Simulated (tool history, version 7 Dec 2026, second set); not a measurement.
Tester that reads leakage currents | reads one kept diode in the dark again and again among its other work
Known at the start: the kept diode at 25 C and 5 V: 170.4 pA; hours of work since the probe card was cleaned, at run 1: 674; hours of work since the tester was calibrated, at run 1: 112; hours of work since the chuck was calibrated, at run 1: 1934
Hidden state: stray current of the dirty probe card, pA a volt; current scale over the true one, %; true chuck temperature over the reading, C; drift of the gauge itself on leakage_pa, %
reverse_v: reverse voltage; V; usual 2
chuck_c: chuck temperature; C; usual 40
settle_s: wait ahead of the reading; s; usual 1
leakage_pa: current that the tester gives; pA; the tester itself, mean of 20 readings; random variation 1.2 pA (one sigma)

run     day  reverse_v  chuck_c  settle_s  hours of work since the probe card was cleaned  hours of work since the tester was calibrated  hours of work since the chuck was calibrated  leakage_pa
  1       0          2       40         1                                             674                                            112                                          1934      367.76
  2   1.279          2       40         1                                             686                                            124                                          1947      368.85
  3   2.467       5.67       40         1                                             698                                            136                                          1958      559.31
  4   3.375          2       46         1                                             707                                            144                                          1967      590.46
  5   4.225      12.48       40         1                                             715                                            153                                          1975      761.67
  6   5.104      12.48       40         1                                             724                                            161                                          1984      758.78
  7   5.871      12.48       40         1                                             731                                            169                                          1991      754.45
  8   6.629          2       40         1                                             738                                            176                                          1999      366.56
  9   7.579        1.6       40         1                                             748                                            185                                          2008      338.05
 10   8.662          2       40      2.02                                             758                                            196                                          2019      366.89
 11   9.496          2       40      5.69                                             766                                            204                                          2027      366.81
 12    10.8          2       40      5.69                                             779                                            217                                          2039      365.46
     10.996  -- probe card cleaned and baked
 13    12.4          2       40      5.69                                              14                                            231                                          2054      365.87
 14  13.583          2       40      5.69                                              25                                            243                                          2065      367.92
 15  15.008          2       40      5.69                                              39                                            256                                          2079      367.72
 16  15.871          2       40         1                                              47                                            265                                          2088      364.98
     16.729  -- probe card cleaned and baked, once more
 17  16.729          2       40         1                                               0                                            272                                          2095      366.72
 18  17.742          2       40         1                                              10                                            282                                          2105      365.75
 19  19.088          2       40         1                                              23                                            295                                          2118      365.57
 20  20.246          2       40         1                                              34                                            306                                          2129      364.57
 21  21.696          2       57         1                                              48                                            320                                          2143     1324.52
 22  22.783       2.25       21      3.37                                              59                                            331                                          2154       75.81
 23  23.979       4.08       40       3.4                                              71                                            343                                          2165      483.95
 24   25.35        2.9       28      0.33                                              84                                            356                                          2179      157.25
 25  26.408          2       40      1.46                                              94                                            366                                          2189      362.19
 26  27.654          2       40      1.46                                             106                                            378                                          2201      363.09
 27  28.717          2       30      0.97                                             117                                            389                                          2211      158.74
 28  29.604          2       42      1.49                                             125                                            397                                          2220      428.37
 29  30.504       1.19       57      0.52                                             134                                            406                                          2229     1076.75
 30  31.696       1.19       57      0.52                                             146                                            418                                          2240     1072.95
 31  32.896        6.7       30         1                                             157                                            429                                          2252      255.51
 32   34.35        2.4       47         1                                             172                                            444                                          2266      673.43
 33  35.538       8.27       40      0.48                                             183                                            455                                          2278       635.6
 34  36.467       1.04       54      0.38                                             192                                            464                                          2287      821.37
 35  37.275       1.04       54      0.38                                             200                                            472                                          2295       813.9
 36  38.721       1.04       54      0.38                                             214                                            486                                          2309      819.58
 37  39.504      16.84       33      0.35                                             222                                            494                                          2316      483.24
 38  40.388      16.84       33      0.35                                             230                                            502                                          2325      481.03
     40.904  -- chuck's temperature calibrated
 39  41.729      16.84       33      0.35                                             243                                            515                                             8      559.51
 40  42.488      16.84       33      0.35                                             250                                            522                                            15      560.19

Forecast each of these 4 alternatives for the next run:
  A  43.475          2       27         1                                             260                                            531                                            25           ?
  B  43.475      16.84       33      0.47                                             260                                            531                                            25           ?
  C  43.475       1.77       33         9                                             260                                            531                                            25           ?
  D  43.475        2.1       37      0.36                                             260                                            531                                            25           ?

run  leakage_pa
  A      143.22
  B      556.49
  C       224.8
  D      337.18
Without the tool's hidden state the same runs would have given:
run  leakage_pa
  A      142.29
  B      552.26
  C      223.47
  D      335.24
